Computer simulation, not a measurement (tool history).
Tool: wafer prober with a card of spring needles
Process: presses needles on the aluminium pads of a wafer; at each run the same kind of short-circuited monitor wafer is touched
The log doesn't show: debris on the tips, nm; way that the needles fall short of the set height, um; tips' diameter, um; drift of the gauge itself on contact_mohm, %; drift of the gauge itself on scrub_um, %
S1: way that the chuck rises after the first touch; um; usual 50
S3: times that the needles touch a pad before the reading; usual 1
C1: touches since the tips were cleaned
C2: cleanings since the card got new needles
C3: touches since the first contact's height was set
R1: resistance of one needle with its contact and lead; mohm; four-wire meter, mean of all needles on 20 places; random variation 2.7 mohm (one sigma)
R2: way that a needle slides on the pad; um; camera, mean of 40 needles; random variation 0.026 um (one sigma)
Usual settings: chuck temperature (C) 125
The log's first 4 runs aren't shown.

At hour 115.7: tips cleaned on abrasive film.
At hour 136.7: tips cleaned on abrasive film.
Run 5, hour 150.1: usual settings but S3 2; C1 2638; C2 37; C3 23944. Result: R1 308 mohm, R2 8.21 um.
At hour 159: tips cleaned on abrasive film.
At hour 181.6: tips cleaned on abrasive film.
Run 6, hour 188.2: usual settings but S3 2; C1 1310; C2 39; C3 31440. Result: R1 313 mohm, R2 8.19 um.
At hour 203.8: tips cleaned on abrasive film.
Run 7, hour 210.8: usual settings but chuck temperature (C) 62; C1 1397; C2 40; C3 35894. Result: R1 290 mohm, R2 8.15 um.
At hour 225.1: tips cleaned on abrasive film.
At hour 245.7: tips cleaned on abrasive film.
Run 8, hour 259.6: usual settings but chuck temperature (C) 62, S3 2; C1 2756; C2 42; C3 45498. Result: R1 287 mohm, R2 8.18 um.
At hour 266.3: tips cleaned on abrasive film.
At hour 287.9: tips cleaned on abrasive film.
Run 9, hour 296.5: usual settings but S1 44 um, chuck temperature (C) 62, S3 2; C1 1700; C2 44; C3 52750. Result: R1 291 mohm, R2 7.15 um.
At hour 310.8: tips cleaned on abrasive film.
At hour 331.2: tips cleaned on abrasive film.
Run 10, hour 342.8: usual settings but S3 2; C1 2275; C2 46; C3 61846. Result: R1 313 mohm, R2 8.17 um.
At hour 352.8: tips cleaned on abrasive film.
Run 11, hour 369.9: usual settings; C1 3377; C2 47; C3 67195. Result: R1 309 mohm, R2 8.15 um.
At hour 376.9: tips cleaned on abrasive film.
At hour 398.1: tips cleaned on abrasive film.
Run 12, hour 406: usual settings; C1 1567; C2 49; C3 74291. Result: R1 310 mohm, R2 8.16 um.
At hour 420: tips cleaned on abrasive film.
Run 13, hour 432.9: usual settings; C1 2537; C2 50; C3 79575. Result: R1 309 mohm, R2 8.09 um.
At hour 436.2: gauge calibrated.
At hour 440.9: tips cleaned on abrasive film.
At hour 463.6: tips cleaned on abrasive film.
Run 14, hour 474.8: usual settings; C1 2195; C2 52; C3 87815. Result: R1 313 mohm, R2 8.29 um.
At hour 486.8: tips cleaned on abrasive film.
Run 15, hour 502.7: usual settings; C1 3140; C2 53; C3 93318. Result: R1 308 mohm, R2 8.26 um.
At hour 509.1: tips cleaned on abrasive film.
Run 16, hour 528.4: usual settings but S1 38 um, chuck temperature (C) 26; C1 3826; C2 54; C3 98383. Result: R1 288 mohm, R2 6.28 um.
At hour 531.1: tips cleaned on abrasive film.
At hour 555.9: tips cleaned on abrasive film.
Run 17, hour 574.8: usual settings but S1 38 um, chuck temperature (C) 26; C1 3737; C2 56; C3 107510. Result: R1 282 mohm, R2 6.23 um.
At hour 577: tips cleaned on abrasive film.
At hour 599.4: tips cleaned on abrasive film.
Run 18, hour 601.9: usual settings but S1 38 um, chuck temperature (C) 26; C1 498; C2 58; C3 112828. Result: R1 287 mohm, R2 6.22 um.
At hour 620: tips cleaned on abrasive film.
At hour 642.6: tips cleaned on abrasive film.
Run 19, hour 647.9: usual settings but S1 55 um, chuck temperature (C) 29, S3 3; C1 1040; C2 60; C3 121867. Result: R1 272 mohm, R2 9.04 um.
At hour 665.1: tips cleaned on abrasive film.
Run 20, hour 668.2: usual settings but S1 55 um, chuck temperature (C) 29, S3 3; C1 610; C2 61; C3 125867. Result: R1 272 mohm, R2 9.04 um.
At hour 686.4: tips cleaned on abrasive film.
At hour 707: tips cleaned on abrasive film.
Run 21, hour 708.3: usual settings but S1 55 um, chuck temperature (C) 34, S3 2; C1 252; C2 63; C3 133754. Result: R1 277 mohm, R2 9.04 um.
At hour 728.6: tips cleaned on abrasive film.
At hour 749.1: tips cleaned on abrasive film.
Run 22, hour 749.3: usual settings but S1 62 um, chuck temperature (C) 34; C1 52; C2 65; C3 141827. Result: R1 272 mohm, R2 10.14 um.
At hour 765.1: height of the first contact set anew.
At hour 772.6: tips cleaned on abrasive film.
Run 23, hour 785.5: usual settings but S1 31 um, chuck temperature (C) 35, S3 3; C1 2543; C2 66; C3 4021. Result: R1 304 mohm, R2 5.07 um.
At hour 793.2: tips cleaned on abrasive film.
Run 24, hour 809.8: usual settings but S1 31 um, chuck temperature (C) 35, S3 3; C1 3278; C2 67; C3 8803. Result: R1 303 mohm, R2 5.03 um.
At hour 816.5: tips cleaned on abrasive film.
At hour 838: tips cleaned on abrasive film.
Run 25, hour 847.6: usual settings but S1 33 um, chuck temperature (C) 50; C1 1909; C2 69; C3 16243. Result: R1 307 mohm, R2 5.39 um.
At hour 858.3: tips cleaned on abrasive film.
At hour 880.4: tips cleaned on abrasive film.
Run 26, hour 882.5: usual settings but S1 33 um, chuck temperature (C) 50; C1 410; C2 71; C3 23090. Result: R1 307 mohm, R2 5.33 um.
At hour 901: tips cleaned on abrasive film.
Run 27, hour 914.1: usual settings but S1 33 um, chuck temperature (C) 97, S3 2; C1 2604; C2 72; C3 29327. Result: R1 318 mohm, R2 5.36 um.

Forecast run 28:
At hour 922.4: tips cleaned on abrasive film.
At hour 944.1: tips cleaned on abrasive film.
Run 28, hour 952: usual settings but S1 36 um, chuck temperature (C) 54, S3 2; C1 1559; C2 74; C3 36771. Result: R1 ?, R2 ?.

{"run 28": {"R1": 299, "R2": 5.79}}
Without the tool's hidden state the same run would have given R1 299 mohm, R2 5.95 um.
